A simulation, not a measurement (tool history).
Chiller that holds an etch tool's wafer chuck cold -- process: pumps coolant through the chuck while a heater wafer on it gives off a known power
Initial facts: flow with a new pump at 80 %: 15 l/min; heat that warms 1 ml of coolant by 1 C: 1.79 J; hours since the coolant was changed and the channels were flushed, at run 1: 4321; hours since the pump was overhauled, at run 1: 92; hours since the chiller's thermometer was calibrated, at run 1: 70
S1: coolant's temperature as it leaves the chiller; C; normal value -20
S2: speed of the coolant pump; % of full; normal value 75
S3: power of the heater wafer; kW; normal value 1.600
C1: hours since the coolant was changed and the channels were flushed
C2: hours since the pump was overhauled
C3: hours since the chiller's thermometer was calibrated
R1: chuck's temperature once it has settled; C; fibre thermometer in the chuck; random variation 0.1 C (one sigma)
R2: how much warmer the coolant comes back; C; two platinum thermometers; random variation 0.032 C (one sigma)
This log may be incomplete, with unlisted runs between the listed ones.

run     day   S1  S2     S3    C1   C2    C3     R1    R2
  1   0.000  -20  75  1.600  4321   92    70   -9.2  3.81
  2   1.417  -20  75  1.600  4355  126   104   -9.3  3.84
  3   4.421  -20  75  1.600  4427  198   176   -9.2  3.75
  4   5.946  -20  75  1.600  4463  235   212   -9.1  3.79
  5   7.988  -20  75  1.600  4512  284   261   -9.2  3.84
  6  10.417  -12  75  1.600  4571  342   320   -1.1  3.88
  7  13.633  -12  75  1.600  4648  419   397   -1.2  3.81
  8  15.888  -20  75  1.600  4702  473   451   -8.9  3.87
  9  18.742  -20  75  1.600  4770  542   519   -8.9  3.79
     19.129  -- coolant pump overhauled
 10  21.317  -20  75  1.478  4827   52   576   -9.9  3.57
 11  24.000  -20  75  1.600  4892  117   641   -9.0  3.83
 12  25.483  -20  75  1.600  4927  152   676   -8.9  3.92
 13  26.888  -20  75  1.600  4961  186   710   -9.0  3.86
 14  28.996  -20  75  1.600  5011  237   760   -9.0  3.95
 15  30.608  -20  67  1.600  5050  275   799   -8.1  4.37
 16  33.625  -20  67  1.600  5123  348   872   -8.0  4.41
 17  36.554  -20  67  1.600  5193  418   942   -8.0  4.42
     38.396  -- coolant pump overhauled, once more
 18  39.212  -20  73  1.327  5252   20  1001  -10.8  3.26
 19  42.375  -20  73  1.327  5328   95  1077  -10.5  3.30
 20  44.371  -20  96  1.530  5375  143  1124  -10.8  2.83
 21  47.550  -20  96  1.530  5452  220  1201  -11.0  2.85
 22  49.238  -20  63  0.822  5492  260  1241  -13.8  2.37
 23  51.912  -12  76  1.745  5556  324  1306    0.1  4.11
 24  54.433  -12  76  1.745  5617  385  1366    0.1  4.13
 25  56.642  -16  94  1.562  5670  438  1419   -6.7  2.97
 26  59.742  -16  94  1.562  5744  512  1493   -6.5  2.97
 27  61.358  -16  94  1.562  5783  551  1532   -6.5  3.01
 28  62.954  -16  94  1.562  5821  589  1570   -6.5  2.94
 29  65.683  -17  68  1.600  5887  655  1636   -4.9  4.25
 30  67.458  -30  69  2.062  5930  697  1679  -14.5  5.49
 31  70.604  -21  93  2.062  6005  773  1754   -8.3  4.00

Below are 4 alternative next runs, each starting from the tool's condition after run 31. Predict each:
  A  73.196  -21  68  1.724  6067  835  1816   ?   ?
  B  73.196  -17  75  1.053  6067  835  1816   ?   ?
  C  73.196  -24  75  2.101  6067  835  1816   ?   ?
  D  73.196  -11  87  1.065  6067  835  1816   ?   ?

run    R1    R2
  A  -8.1  4.62
  B  -9.6  2.56
  C  -9.1  5.14
  D  -4.1  2.27
The same runs, with their run-to-run variation unchanged, on a tool lacking any hidden condition would have given:
run     R1    R2
  A   -9.7  4.54
  B  -10.5  2.52
  C  -11.0  5.04
  D   -4.8  2.23
